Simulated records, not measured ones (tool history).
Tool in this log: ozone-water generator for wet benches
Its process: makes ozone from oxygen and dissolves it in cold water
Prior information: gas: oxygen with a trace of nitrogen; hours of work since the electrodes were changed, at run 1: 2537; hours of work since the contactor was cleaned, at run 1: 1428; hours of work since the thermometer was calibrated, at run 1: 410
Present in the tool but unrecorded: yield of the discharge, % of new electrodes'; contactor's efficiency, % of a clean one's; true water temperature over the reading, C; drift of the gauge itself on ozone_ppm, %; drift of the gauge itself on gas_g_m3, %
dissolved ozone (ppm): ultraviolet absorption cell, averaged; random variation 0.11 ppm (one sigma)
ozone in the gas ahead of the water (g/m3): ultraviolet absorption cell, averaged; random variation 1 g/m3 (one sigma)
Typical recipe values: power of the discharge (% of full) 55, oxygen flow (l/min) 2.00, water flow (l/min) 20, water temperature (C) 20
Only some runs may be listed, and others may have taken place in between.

run,hour,power of the discharge (% of full),oxygen flow (l/min),water flow (l/min),water temperature (C),hours of work since the electrodes were changed,hours of work since the contactor was cleaned,hours of work since the thermometer was calibrated,dissolved ozone (ppm),ozone in the gas ahead of the water (g/m3)
1,0.0,55,2.00,20,20,2537,1428,410,11.7,182.5
2,66.9,55,2.00,20,20,2591,1482,464,11.7,184.5
3,119.5,55,2.00,20,20,2633,1524,506,11.8,184.7
4,188.2,55,2.18,20,20,2688,1579,561,12.2,178.6
5,235.5,55,2.18,20,20,2726,1617,599,12.0,175.8
6,290.8,55,2.00,30,20,2770,1661,644,8.0,185.3
7,388.6,55,2.00,17,20,2849,1740,722,13.4,183.0
8,459.2,55,2.00,17,20,2906,1796,779,13.6,183.7
9,525.3,55,2.00,17,20,2959,1849,832,13.5,184.3
10,578.1,55,2.00,17,20,3001,1892,874,13.4,182.2
11,683.3,55,2.13,20,20,3085,1976,958,11.8,176.1
12,752.3,55,2.00,20,20,3141,2032,1014,11.8,178.7
13,817.8,55,2.00,20,20,3193,2084,1066,11.7,182.3
14,891.6,55,2.00,20,20,3252,2143,1125,11.8,183.5
15,951.3,70,2.00,20,20,3300,2191,1173,14.5,227.4
16,1007.1,50,2.00,20,20,3345,2236,1218,10.8,166.4
17,1074.9,90,2.00,14,15,3399,2290,1272,25.6,280.0
18,1175.4,55,2.95,20,13,3480,2371,1353,13.8,151.7
19,1230.7,67,2.00,29,20,3524,2415,1397,10.0,215.9
# hour 1308.6: contactor cleaned
20,1331.3,55,2.00,15,20,3602,18,1475,14.9,182.6
21,1377.6,55,2.00,20,17,3639,55,1512,12.0,180.2
22,1456.2,55,1.10,20,22,3702,118,1575,9.6,239.1
23,1540.9,52,1.21,23,27,3770,186,1643,8.1,217.3
24,1613.4,55,1.14,20,20,3828,244,1701,9.6,233.3
25,1709.2,55,1.14,20,17,3905,321,1778,9.8,234.2
26,1762.9,78,2.00,22,22,3948,364,1821,14.4,244.1
27,1829.5,82,2.89,20,20,4002,418,1875,18.2,213.6
28,1927.6,55,1.28,29,20,4080,496,1953,7.1,220.0
29,1985.2,55,1.28,22,28,4126,543,1999,9.0,221.0
30,2041.2,55,1.28,22,28,4171,588,2044,8.8,220.1
31,2113.3,40,2.71,20,20,4229,646,2102,9.4,115.9
32,2213.8,55,2.00,21,18,4310,726,2183,11.6,179.7

Predict each of these 5 candidate next runs independently; none follows another, all start after run 32:
A,2261.2,55,2.00,25,20,4348,764,2221,?,?
B,2261.2,55,2.00,20,12,4348,764,2221,?,?
C,2261.2,91,1.33,21,20,4348,764,2221,?,?
D,2261.2,55,2.00,16,20,4348,764,2221,?,?
E,2261.2,55,1.69,17,21,4348,764,2221,?,?

run,dissolved ozone (ppm),ozone in the gas ahead of the water (g/m3)
A,9.6,177.6
B,12.6,179.4
C,15.6,331.6
D,14.3,179.8
E,12.8,193.1
What these runs would have given with no unlogged condition in the tool:
run,dissolved ozone (ppm),ozone in the gas ahead of the water (g/m3)
A,9.6,183.1
B,12.7,184.9
C,15.7,342.2
D,14.3,185.3
E,12.8,199.1
